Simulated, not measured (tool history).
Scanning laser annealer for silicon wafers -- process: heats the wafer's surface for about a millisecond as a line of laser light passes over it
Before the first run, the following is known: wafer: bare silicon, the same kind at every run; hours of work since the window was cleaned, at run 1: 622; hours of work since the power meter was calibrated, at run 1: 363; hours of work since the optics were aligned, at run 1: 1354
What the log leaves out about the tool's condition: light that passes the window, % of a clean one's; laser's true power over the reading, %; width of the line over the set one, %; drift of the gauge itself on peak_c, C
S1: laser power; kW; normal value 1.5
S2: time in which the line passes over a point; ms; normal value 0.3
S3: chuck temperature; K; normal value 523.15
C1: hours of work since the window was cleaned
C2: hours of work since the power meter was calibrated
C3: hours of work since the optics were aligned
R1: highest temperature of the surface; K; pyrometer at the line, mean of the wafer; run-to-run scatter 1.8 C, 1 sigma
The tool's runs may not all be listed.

| run | hour | S1 | S2 | S3 | C1 | C2 | C3 | R1 |
|---|---|---|---|---|---|---|---|---|
| 1 | 0 | 1.5 | 0.3 | 523.15 | 622 | 363 | 1354 | 1292.15 |
| 2 | 21.9 | 1.5 | 0.3 | 523.15 | 632 | 373 | 1364 | 1296.15 |
| 3 | 36.7 | 1.5 | 0.3 | 523.15 | 638 | 379 | 1370 | 1295.15 |
|  | 62.2 | window over the wafer cleaned |
| 4 | 63 | 1.5 | 0.3 | 523.15 | 0 | 390 | 1381 | 1272.15 |
| 5 | 84.4 | 1.5 | 0.3 | 523.15 | 10 | 400 | 1390 | 1272.15 |
| 6 | 103.4 | 1.5 | 0.3 | 484.15 | 18 | 408 | 1399 | 1228.15 |
| 7 | 117.9 | 1.5 | 0.3 | 526.15 | 25 | 414 | 1405 | 1273.15 |
|  | 122.1 | window over the wafer cleaned, once more |
| 8 | 135.6 | 1.5 | 0.3 | 526.15 | 6 | 421 | 1412 | 1345.15 |
| 9 | 159.4 | 1.459 | 0.36 | 502.15 | 16 | 432 | 1422 | 1375.15 |
| 10 | 169.9 | 1.614 | 0.3 | 513.15 | 21 | 436 | 1427 | 1395.15 |
| 11 | 189.3 | 1.614 | 0.3 | 513.15 | 30 | 445 | 1436 | 1391.15 |
| 12 | 204.2 | 1.511 | 0.3 | 521.15 | 36 | 451 | 1442 | 1343.15 |
| 13 | 222.3 | 1.452 | 0.283 | 531.15 | 44 | 459 | 1450 | 1291.15 |
| 14 | 244.2 | 1.527 | 0.3 | 523.15 | 54 | 469 | 1460 | 1351.15 |
| 15 | 269.2 | 1.518 | 0.264 | 527.15 | 65 | 480 | 1471 | 1291.15 |

A few steps of R1 between consecutive runs. Split each: what settings, incoming material and random variation would produce without the hidden state, and what is left over for the hidden state, along with gauge scatter present in only one of the two compared results (measured, and without hidden state):
Run 7 -> 8: window over the wafer cleaned, once more. R1 +72 K: hidden state +68, all else +4.
